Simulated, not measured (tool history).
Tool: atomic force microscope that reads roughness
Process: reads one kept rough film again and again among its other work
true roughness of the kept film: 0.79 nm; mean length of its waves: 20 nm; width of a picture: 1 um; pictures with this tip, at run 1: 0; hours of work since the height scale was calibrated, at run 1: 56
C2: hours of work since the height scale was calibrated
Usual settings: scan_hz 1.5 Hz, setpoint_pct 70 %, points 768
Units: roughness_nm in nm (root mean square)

run 1 day=0 | scan_hz=1.5 setpoint_pct=70 points=768 | pictures_with_this_tip=0 C2=56 | roughness_nm=0.678
run 2 day=0.292 | scan_hz=2.15 setpoint_pct=70 points=768 | pictures_with_this_tip=14 C2=61 | roughness_nm=0.645
run 3 day=0.583 | scan_hz=2.15 setpoint_pct=70 points=768 | pictures_with_this_tip=28 C2=65 | roughness_nm=0.632
run 4 day=0.783 | scan_hz=2.15 setpoint_pct=70 points=768 | pictures_with_this_tip=38 C2=68 | roughness_nm=0.616
run 5 day=1.154 | scan_hz=1.5 setpoint_pct=78 points=768 | pictures_with_this_tip=56 C2=74 | roughness_nm=0.603
run 6 day=1.55 | scan_hz=1.5 setpoint_pct=61 points=768 | pictures_with_this_tip=76 C2=80 | roughness_nm=0.651
-- day=1.904 new tip fitted
run 7 day=2 | scan_hz=1.5 setpoint_pct=70 points=768 | pictures_with_this_tip=5 C2=87 | roughness_nm=0.683
run 8 day=2.275 | scan_hz=1.5 setpoint_pct=70 points=768 | pictures_with_this_tip=18 C2=91 | roughness_nm=0.667
run 9 day=2.462 | scan_hz=1.5 setpoint_pct=70 points=768 | pictures_with_this_tip=27 C2=94 | roughness_nm=0.655
run 10 day=2.65 | scan_hz=0.8 setpoint_pct=70 points=768 | pictures_with_this_tip=36 C2=97 | roughness_nm=0.681
run 11 day=2.842 | scan_hz=0.8 setpoint_pct=70 points=768 | pictures_with_this_tip=45 C2=100 | roughness_nm=0.668
run 12 day=3.183 | scan_hz=0.8 setpoint_pct=70 points=768 | pictures_with_this_tip=62 C2=105 | roughness_nm=0.657
run 13 day=3.417 | scan_hz=0.8 setpoint_pct=70 points=768 | pictures_with_this_tip=74 C2=109 | roughness_nm=0.65
run 14 day=3.75 | scan_hz=0.8 setpoint_pct=70 points=768 | pictures_with_this_tip=90 C2=114 | roughness_nm=0.634
-- day=3.8 new tip fitted
run 15 day=4.188 | scan_hz=0.8 setpoint_pct=70 points=768 | pictures_with_this_tip=19 C2=121 | roughness_nm=0.688
run 16 day=4.492 | scan_hz=0.8 setpoint_pct=70 points=768 | pictures_with_this_tip=34 C2=125 | roughness_nm=0.677
run 17 day=4.683 | scan_hz=1.5 setpoint_pct=70 points=768 | pictures_with_this_tip=43 C2=128 | roughness_nm=0.65
run 18 day=5.067 | scan_hz=1.5 setpoint_pct=70 points=768 | pictures_with_this_tip=62 C2=134 | roughness_nm=0.632
run 19 day=5.267 | scan_hz=0.53 setpoint_pct=70 points=768 | pictures_with_this_tip=72 C2=137 | roughness_nm=0.655
-- day=5.683 new tip fitted
run 20 day=5.683 | scan_hz=1.5 setpoint_pct=70 points=768 | pictures_with_this_tip=0 C2=144 | roughness_nm=0.683
run 21 day=6.067 | scan_hz=1.5 setpoint_pct=70 points=768 | pictures_with_this_tip=19 C2=150 | roughness_nm=0.68
run 22 day=6.317 | scan_hz=1.5 setpoint_pct=70 points=768 | pictures_with_this_tip=31 C2=153 | roughness_nm=0.653
run 23 day=6.683 | scan_hz=1.5 setpoint_pct=70 points=768 | pictures_with_this_tip=49 C2=159 | roughness_nm=0.643
run 24 day=7.112 | scan_hz=1.5 setpoint_pct=70 points=768 | pictures_with_this_tip=70 C2=166 | roughness_nm=0.625
run 25 day=7.467 | scan_hz=1.5 setpoint_pct=70 points=768 | pictures_with_this_tip=87 C2=171 | roughness_nm=0.61
-- day=7.554 new tip fitted
run 26 day=7.758 | scan_hz=1.5 setpoint_pct=70 points=768 | pictures_with_this_tip=10 C2=176 | roughness_nm=0.672
run 27 day=7.983 | scan_hz=1.5 setpoint_pct=70 points=704 | pictures_with_this_tip=20 C2=179 | roughness_nm=0.666
run 28 day=8.158 | scan_hz=0.72 setpoint_pct=70 points=819 | pictures_with_this_tip=29 C2=182 | roughness_nm=0.691
run 29 day=8.562 | scan_hz=0.72 setpoint_pct=70 points=819 | pictures_with_this_tip=49 C2=188 | roughness_nm=0.669
run 30 day=8.892 | scan_hz=2.27 setpoint_pct=62 points=768 | pictures_with_this_tip=65 C2=193 | roughness_nm=0.636
run 31 day=9.158 | scan_hz=2.27 setpoint_pct=62 points=768 | pictures_with_this_tip=78 C2=197 | roughness_nm=0.618
run 32 day=9.362 | scan_hz=2.99 setpoint_pct=70 points=768 | pictures_with_this_tip=88 C2=200 | roughness_nm=0.57
-- day=9.454 new tip fitted
run 33 day=9.812 | scan_hz=0.77 setpoint_pct=76 points=368 | pictures_with_this_tip=18 C2=207 | roughness_nm=0.674
run 34 day=10.15 | scan_hz=0.77 setpoint_pct=76 points=368 | pictures_with_this_tip=34 C2=212 | roughness_nm=0.657
run 35 day=10.404 | scan_hz=1.54 setpoint_pct=83 points=768 | pictures_with_this_tip=47 C2=216 | roughness_nm=0.591
run 36 day=10.671 | scan_hz=0.75 setpoint_pct=85 points=768 | pictures_with_this_tip=60 C2=220 | roughness_nm=0.626
run 37 day=10.854 | scan_hz=3.33 setpoint_pct=60 points=768 | pictures_with_this_tip=69 C2=223 | roughness_nm=0.619
run 38 day=11.033 | scan_hz=3.33 setpoint_pct=60 points=768 | pictures_with_this_tip=77 C2=226 | roughness_nm=0.602
run 39 day=11.225 | scan_hz=1.56 setpoint_pct=70 points=434 | pictures_with_this_tip=87 C2=229 | roughness_nm=0.6
-- day=11.338 new tip fitted
run 40 day=11.467 | scan_hz=1.77 setpoint_pct=71 points=703 | pictures_with_this_tip=7 C2=232 | roughness_nm=0.659
run 41 day=11.808 | scan_hz=2.39 setpoint_pct=89 points=365 | pictures_with_this_tip=23 C2=238 | roughness_nm=0.515
run 42 day=12.183 | scan_hz=0.61 setpoint_pct=78 points=261 | pictures_with_this_tip=41 C2=244 | roughness_nm=0.642
run 43 day=12.554 | scan_hz=0.54 setpoint_pct=90 points=335 | pictures_with_this_tip=60 C2=249 | roughness_nm=0.62
run 44 day=12.742 | scan_hz=0.54 setpoint_pct=90 points=335 | pictures_with_this_tip=69 C2=252 | roughness_nm=0.614
run 45 day=12.975 | scan_hz=0.54 setpoint_pct=90 points=335 | pictures_with_this_tip=80 C2=256 | roughness_nm=0.609
-- day=13.238 new tip fitted
run 46 day=13.367 | scan_hz=1.71 setpoint_pct=57 points=768 | pictures_with_this_tip=6 C2=262 | roughness_nm=0.703
run 47 day=13.725 | scan_hz=3.77 setpoint_pct=70 points=768 | pictures_with_this_tip=24 C2=267 | roughness_nm=0.585
run 48 day=13.946 | scan_hz=2.53 setpoint_pct=79 points=768 | pictures_with_this_tip=35 C2=271 | roughness_nm=0.572
run 49 day=14.188 | scan_hz=2.53 setpoint_pct=79 points=768 | pictures_with_this_tip=46 C2=274 | roughness_nm=0.564
run 50 day=14.567 | scan_hz=0.73 setpoint_pct=70 points=456 | pictures_with_this_tip=65 C2=280 | roughness_nm=0.644
run 51 day=14.754 | scan_hz=0.73 setpoint_pct=70 points=456 | pictures_with_this_tip=74 C2=283 | roughness_nm=0.644
-- day=15.121 new tip fitted
run 52 day=15.121 | scan_hz=1.97 setpoint_pct=62 points=456 | pictures_with_this_tip=0 C2=289 | roughness_nm=0.685
run 53 day=15.488 | scan_hz=1.97 setpoint_pct=62 points=456 | pictures_with_this_tip=18 C2=294 | roughness_nm=0.671
run 54 day=15.858 | scan_hz=1.98 setpoint_pct=80 points=529 | pictures_with_this_tip=36 C2=300 | roughness_nm=0.585

3 ways to go on from here, each from the tool as it stands after run 54. What would each give?
run A day=16.146 | scan_hz=0.81 setpoint_pct=57 points=974 | pictures_with_this_tip=50 C2=305 | roughness_nm=?
run B day=16.146 | scan_hz=2.11 setpoint_pct=79 points=834 | pictures_with_this_tip=50 C2=305 | roughness_nm=?
run C day=16.146 | scan_hz=1.5 setpoint_pct=70 points=377 | pictures_with_this_tip=50 C2=305 | roughness_nm=?

run=A roughness_nm=0.679
run=B roughness_nm=0.582
run=C roughness_nm=0.637
Without the tool's hidden state the same runs would have given:
run=A roughness_nm=0.729
run=B roughness_nm=0.624
run=C roughness_nm=0.683
